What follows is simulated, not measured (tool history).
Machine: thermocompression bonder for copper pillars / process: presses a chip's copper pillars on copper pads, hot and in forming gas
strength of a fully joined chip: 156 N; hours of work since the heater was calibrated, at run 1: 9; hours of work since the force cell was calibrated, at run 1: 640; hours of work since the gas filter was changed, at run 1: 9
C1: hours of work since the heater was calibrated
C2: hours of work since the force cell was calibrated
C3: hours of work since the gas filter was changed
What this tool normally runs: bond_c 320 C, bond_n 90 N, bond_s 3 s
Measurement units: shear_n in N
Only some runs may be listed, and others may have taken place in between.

run 1 hour=0.0 | bond_c=320 bond_n=90 bond_s=3 | C1=9 C2=640 C3=9 | shear_n=68.1
run 2 hour=92.3 | bond_c=320 bond_n=90 bond_s=3 | C1=68 C2=700 C3=68 | shear_n=67.8
run 3 hour=189.9 | bond_c=320 bond_n=90 bond_s=5 | C1=131 C2=763 C3=131 | shear_n=80.6
run 4 hour=256.4 | bond_c=320 bond_n=90 bond_s=5 | C1=174 C2=806 C3=174 | shear_n=80.3
run 5 hour=321.2 | bond_c=350 bond_n=90 bond_s=5 | C1=216 C2=847 C3=216 | shear_n=96.6
run 6 hour=404.7 | bond_c=350 bond_n=90 bond_s=5 | C1=270 C2=901 C3=270 | shear_n=96.3
run 7 hour=466.2 | bond_c=350 bond_n=90 bond_s=5 | C1=309 C2=941 C3=309 | shear_n=95.3
run 8 hour=509.9 | bond_c=320 bond_n=90 bond_s=3 | C1=338 C2=969 C3=338 | shear_n=66.2
run 9 hour=559.5 | bond_c=320 bond_n=90 bond_s=9 | C1=370 C2=1001 C3=370 | shear_n=95.2
-- hour=572.2 forming gas filter changed
run 10 hour=653.3 | bond_c=336 bond_n=90 bond_s=3 | C1=430 C2=1061 C3=52 | shear_n=76.8
run 11 hour=719.9 | bond_c=320 bond_n=90 bond_s=3 | C1=473 C2=1104 C3=95 | shear_n=69.0
run 12 hour=795.0 | bond_c=320 bond_n=90 bond_s=3 | C1=521 C2=1153 C3=144 | shear_n=68.7
run 13 hour=857.1 | bond_c=320 bond_n=90 bond_s=3 | C1=561 C2=1193 C3=184 | shear_n=68.8
run 14 hour=922.3 | bond_c=320 bond_n=90 bond_s=3 | C1=603 C2=1235 C3=226 | shear_n=68.8
run 15 hour=1003.1 | bond_c=291 bond_n=90 bond_s=3 | C1=655 C2=1287 C3=278 | shear_n=53.7
run 16 hour=1043.9 | bond_c=291 bond_n=90 bond_s=3 | C1=682 C2=1313 C3=304 | shear_n=53.9
-- hour=1084.0 force cell calibrated
run 17 hour=1128.5 | bond_c=291 bond_n=90 bond_s=3 | C1=735 C2=29 C3=358 | shear_n=54.8
-- hour=1161.8 forming gas filter changed
run 18 hour=1225.6 | bond_c=320 bond_n=90 bond_s=3 | C1=798 C2=91 C3=41 | shear_n=71.9
run 19 hour=1325.9 | bond_c=320 bond_n=90 bond_s=3 | C1=862 C2=156 C3=106 | shear_n=71.4
run 20 hour=1389.2 | bond_c=320 bond_n=90 bond_s=3 | C1=903 C2=197 C3=147 | shear_n=71.4
run 21 hour=1463.3 | bond_c=320 bond_n=90 bond_s=3 | C1=951 C2=244 C3=194 | shear_n=70.9
run 22 hour=1557.5 | bond_c=320 bond_n=90 bond_s=3 | C1=1012 C2=305 C3=255 | shear_n=71.2
-- hour=1598.1 force cell calibrated, once more
run 23 hour=1604.4 | bond_c=320 bond_n=90 bond_s=3 | C1=1041 C2=4 C3=285 | shear_n=65.6
run 24 hour=1664.2 | bond_c=320 bond_n=90 bond_s=3 | C1=1080 C2=43 C3=323 | shear_n=65.8
-- hour=1750.0 forming gas filter changed
run 25 hour=1750.0 | bond_c=324 bond_n=90 bond_s=3 | C1=1135 C2=98 C3=0 | shear_n=70.9
run 26 hour=1842.7 | bond_c=324 bond_n=90 bond_s=3 | C1=1194 C2=157 C3=60 | shear_n=70.0
run 27 hour=1903.6 | bond_c=293 bond_n=96 bond_s=8 | C1=1234 C2=197 C3=99 | shear_n=82.1
run 28 hour=2001.7 | bond_c=323 bond_n=102 bond_s=2 | C1=1297 C2=260 C3=162 | shear_n=65.2
run 29 hour=2081.9 | bond_c=320 bond_n=132 bond_s=3 | C1=1349 C2=312 C3=214 | shear_n=86.9
run 30 hour=2146.0 | bond_c=320 bond_n=132 bond_s=3 | C1=1390 C2=353 C3=255 | shear_n=86.3
run 31 hour=2199.6 | bond_c=320 bond_n=72 bond_s=2 | C1=1425 C2=388 C3=290 | shear_n=49.2
run 32 hour=2245.2 | bond_c=320 bond_n=57 bond_s=8 | C1=1454 C2=417 C3=320 | shear_n=70.4
-- hour=2335.8 forming gas filter changed
run 33 hour=2336.6 | bond_c=324 bond_n=90 bond_s=3 | C1=1513 C2=476 C3=0 | shear_n=72.5
run 34 hour=2403.1 | bond_c=321 bond_n=111 bond_s=3 | C1=1556 C2=519 C3=43 | shear_n=80.9
run 35 hour=2479.2 | bond_c=326 bond_n=111 bond_s=3 | C1=1605 C2=568 C3=93 | shear_n=83.5
run 36 hour=2553.3 | bond_c=324 bond_n=90 bond_s=2 | C1=1652 C2=616 C3=140 | shear_n=62.1
-- hour=2563.5 heater calibrated with a thermocouple chip
run 37 hour=2649.3 | bond_c=305 bond_n=110 bond_s=5 | C1=55 C2=676 C3=201 | shear_n=81.5
run 38 hour=2701.1 | bond_c=320 bond_n=90 bond_s=2 | C1=89 C2=710 C3=234 | shear_n=57.4
run 39 hour=2742.5 | bond_c=323 bond_n=90 bond_s=6 | C1=116 C2=736 C3=261 | shear_n=86.2
run 40 hour=2827.4 | bond_c=323 bond_n=90 bond_s=6 | C1=170 C2=791 C3=316 | shear_n=85.6

Entry by entry between the runs, the difference in hidden state between the last listed run before and the first listed run after:
In the gap between runs 9 and 10: forming gas filter changed (hour 572.2)
  true temperature of the bond over the reading, C: 1.3 -> 1.5; force that reaches the chip, % of what is set: 105.1 -> 105.4; oxide that the forming gas leaves, % of the face: 5.01 -> 1.12
  the result without the hidden state subtracted from the measured one, shear_n: -1.2 -> +2.9 N
In the gap between runs 16 and 17: force cell calibrated (hour 1084.0)
  true temperature of the bond over the reading, C: 2.4 -> 2.6; force that reaches the chip, % of what is set: 106.6 -> 109.3; oxide that the forming gas leaves, % of the face: 4.25 -> 4.96
  the result without the hidden state subtracted from the measured one, shear_n: +1.7 -> +2.3 N
In the gap between runs 17 and 18: forming gas filter changed (hour 1161.8)
  true temperature of the bond over the reading, C: 2.6 -> 2.8; force that reaches the chip, % of what is set: 109.3 -> 109.6; oxide that the forming gas leaves, % of the face: 4.96 -> 1.1
  the result without the hidden state subtracted from the measured one, shear_n: +2.3 -> +5.4 N
In the gap between runs 22 and 23: force cell calibrated, once more (hour 1598.1)
  true temperature of the bond over the reading, C: 3.5 -> 3.6; force that reaches the chip, % of what is set: 110.7 -> 100.2; oxide that the forming gas leaves, % of the face: 3.82 -> 4.21
  the result without the hidden state subtracted from the measured one, shear_n: +4.3 -> -0.6 N
In the gap between runs 24 and 25: forming gas filter changed (hour 1750.0)
  true temperature of the bond over the reading, C: 3.8 -> 4; force that reaches the chip, % of what is set: 100.4 -> 100.7; oxide that the forming gas leaves, % of the face: 4.66 -> 0.58
  the result without the hidden state subtracted from the measured one, shear_n: -0.8 -> +2.3 N
In the gap between runs 32 and 33: forming gas filter changed (hour 2335.8)
  true temperature of the bond over the reading, C: 5.2 -> 5.4; force that reaches the chip, % of what is set: 102.3 -> 102.6; oxide that the forming gas leaves, % of the face: 4.63 -> 0.74
  the result without the hidden state subtracted from the measured one, shear_n: +0.8 -> +3.9 N
In the gap between runs 36 and 37: heater calibrated with a thermocouple chip (hour 2563.5)
  true temperature of the bond over the reading, C: 5.8 -> 0.9; force that reaches the chip, % of what is set: 103.4 -> 103.6; oxide that the forming gas leaves, % of the face: 2.44 -> 3.22
  the result without the hidden state subtracted from the measured one, shear_n: +3.0 -> +0.1 N
